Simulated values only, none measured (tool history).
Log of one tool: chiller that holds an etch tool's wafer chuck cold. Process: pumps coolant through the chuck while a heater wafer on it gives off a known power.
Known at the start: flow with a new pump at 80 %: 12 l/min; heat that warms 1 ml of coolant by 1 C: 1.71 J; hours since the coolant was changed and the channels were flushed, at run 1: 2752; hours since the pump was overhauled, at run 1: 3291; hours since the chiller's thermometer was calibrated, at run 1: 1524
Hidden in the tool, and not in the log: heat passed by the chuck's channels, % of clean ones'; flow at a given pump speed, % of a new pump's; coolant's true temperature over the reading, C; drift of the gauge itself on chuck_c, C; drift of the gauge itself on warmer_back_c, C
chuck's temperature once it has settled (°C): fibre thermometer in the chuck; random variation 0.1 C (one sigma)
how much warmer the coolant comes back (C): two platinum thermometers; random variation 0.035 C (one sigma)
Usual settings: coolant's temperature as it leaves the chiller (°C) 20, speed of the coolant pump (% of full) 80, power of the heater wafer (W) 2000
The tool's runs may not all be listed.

run    hour  coolant's temperature as it leaves the chiller (°C)  speed of the coolant pump (% of full)  power of the heater wafer (W)  hours since the coolant was changed and the channels were flushed  hours since the pump was overhauled  hours since the chiller's thermometer was calibrated  chuck's temperature once it has settled (°C)  how much warmer the coolant comes back (C)
  1     0.0                                                   20                                     80                           2000                                                               2752                                 3291                                                  1524                                          35.5                                        6.18
  2   103.9                                                   20                                     92                           2000                                                               2856                                 3395                                                  1628                                          34.2                                        5.34
  3   256.3                                                   20                                     80                           2075                                                               3009                                 3547                                                  1781                                          36.3                                        6.50
  4   386.0                                                   20                                     80                           2000                                                               3138                                 3677                                                  1910                                          35.9                                        6.23
  5   477.4                                                   20                                     80                           2000                                                               3230                                 3769                                                  2002                                          35.9                                        6.24
  6   620.2                                                   20                                     80                           1625                                                               3373                                 3911                                                  2145                                          32.9                                        5.12
  7   696.9                                                   16                                     80                           2000                                                               3449                                 3988                                                  2221                                          31.7                                        6.23
  8   791.4                                                   20                                     64                           2000                                                               3544                                 4083                                                  2316                                          38.8                                        8.08
  9   864.1                                                   12                                     80                           2000                                                               3617                                 4155                                                  2388                                          28.0                                        6.29
 10   967.5                                                   12                                     80                           2000                                                               3720                                 4259                                                  2492                                          28.1                                        6.29
 11  1047.6                                                   12                                     80                           2000                                                               3800                                 4339                                                  2572                                          28.1                                        6.36
 12  1133.0                                                   12                                     80                           2000                                                               3885                                 4424                                                  2657                                          28.2                                        6.29
 13  1223.9                                                   28                                     62                           2000                                                               3976                                 4515                                                  2748                                          47.4                                        8.43
 14  1330.5                                                   12                                     62                           2375                                                               4083                                 4622                                                  2855                                          34.9                                        9.97
     1392.5  -- chiller's thermometer calibrated
 15  1472.1                                                   27                                     79                           2000                                                               4223                                 4762                                                    80                                          43.3                                        6.46
 16  1557.8                                                   11                                     61                           1408                                                               4309                                 4848                                                   165                                          24.7                                        6.02
 17  1713.1                                                   11                                     68                           1479                                                               4465                                 5003                                                   321                                          24.4                                        5.71

5 ways to go on from here, each from the tool as it stands after run 17. What would each give?
  A  1854.5                                                   15                                     68                           1800                                                               4606                                 5145                                                   462                                             ?                                           ?
  B  1854.5                                                   11                                     99                           1210                                                               4606                                 5145                                                   462                                             ?                                           ?
  C  1854.5                                                   12                                     80                           1194                                                               4606                                 5145                                                   462                                             ?                                           ?
  D  1854.5                                                   21                                     65                           1479                                                               4606                                 5145                                                   462                                             ?                                           ?
  E  1854.5                                                   17                                     80                           2000                                                               4606                                 5145                                                   462                                             ?                                           ?

run  chuck's temperature once it has settled (°C)  how much warmer the coolant comes back (C)
  A                                          31.5                                        6.93
  B                                          19.6                                        2.96
  C                                          21.9                                        3.85
  D                                          35.0                                        5.99
  E                                          33.4                                        6.33
Without the tool's hidden state the same runs would have given:
run  chuck's temperature once it has settled (°C)  how much warmer the coolant comes back (C)
  A                                          29.0                                        6.37
  B                                          18.3                                        2.71
  C                                          20.4                                        3.54
  D                                          32.9                                        5.50
  E                                          30.9                                        5.81
